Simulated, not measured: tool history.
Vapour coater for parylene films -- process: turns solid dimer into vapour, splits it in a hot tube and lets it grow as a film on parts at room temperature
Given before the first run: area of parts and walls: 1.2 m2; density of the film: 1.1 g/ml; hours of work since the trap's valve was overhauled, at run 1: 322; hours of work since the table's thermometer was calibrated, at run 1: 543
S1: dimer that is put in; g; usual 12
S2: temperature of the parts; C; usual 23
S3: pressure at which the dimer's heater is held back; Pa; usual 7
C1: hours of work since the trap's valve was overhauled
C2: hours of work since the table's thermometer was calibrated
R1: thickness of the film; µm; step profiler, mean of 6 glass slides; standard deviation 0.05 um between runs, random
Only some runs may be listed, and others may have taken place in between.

run 1 day=0 | S1=12 S2=23 S3=7 | C1=322 C2=543 | R1=5.82
run 2 day=2.912 | S1=9 S2=23 S3=7 | C1=379 C2=599 | R1=4.25
-- day=4.212 trap's valve overhauled
run 3 day=5.371 | S1=9 S2=23 S3=7 | C1=23 C2=644 | R1=4.37
run 4 day=7.379 | S1=12 S2=23 S3=7 | C1=62 C2=683 | R1=5.69
run 5 day=9.312 | S1=12 S2=23 S3=2.63 | C1=99 C2=720 | R1=6.94
run 6 day=11.554 | S1=12 S2=23 S3=2.63 | C1=143 C2=764 | R1=7.04
run 7 day=14.008 | S1=8 S2=23 S3=2.63 | C1=190 C2=812 | R1=4.63
run 8 day=16.025 | S1=12 S2=23 S3=2.63 | C1=230 C2=851 | R1=7.02
run 9 day=18.696 | S1=21 S2=23 S3=7 | C1=281 C2=903 | R1=10.13
run 10 day=21.342 | S1=21 S2=23 S3=7 | C1=333 C2=954 | R1=10.16
run 11 day=22.808 | S1=19 S2=23 S3=7 | C1=361 C2=983 | R1=9.06
-- day=24.829 trap's valve overhauled
run 12 day=25.833 | S1=19 S2=23 S3=7 | C1=19 C2=1038 | R1=9.11
run 13 day=28.104 | S1=12 S2=34 S3=7 | C1=64 C2=1082 | R1=3.52
run 14 day=30.125 | S1=12 S2=23 S3=4.72 | C1=103 C2=1122 | R1=6.18
run 15 day=31.767 | S1=12 S2=23 S3=7 | C1=135 C2=1154 | R1=5.74
run 16 day=34.204 | S1=12 S2=23 S3=7 | C1=182 C2=1201 | R1=5.71
run 17 day=35.742 | S1=12 S2=23 S3=7 | C1=212 C2=1231 | R1=5.77
run 18 day=37.679 | S1=12 S2=23 S3=7 | C1=250 C2=1268 | R1=5.76
run 19 day=40.204 | S1=12 S2=23 S3=4.61 | C1=299 C2=1318 | R1=6.23
run 20 day=42.254 | S1=6 S2=23 S3=2.37 | C1=339 C2=1357 | R1=3.56
run 21 day=44.925 | S1=13 S2=23 S3=8.77 | C1=391 C2=1409 | R1=6.01

What will run 22 give?
-- day=45.488 trap's valve overhauled
run 22 day=46.529 | S1=12 S2=23 S3=8.77 | C1=20 C2=1437 | R1=?

For run 22 the tool returned R1 5.58 µm.
With no hidden state in the tool, this same run would have given R1 5.59 µm.
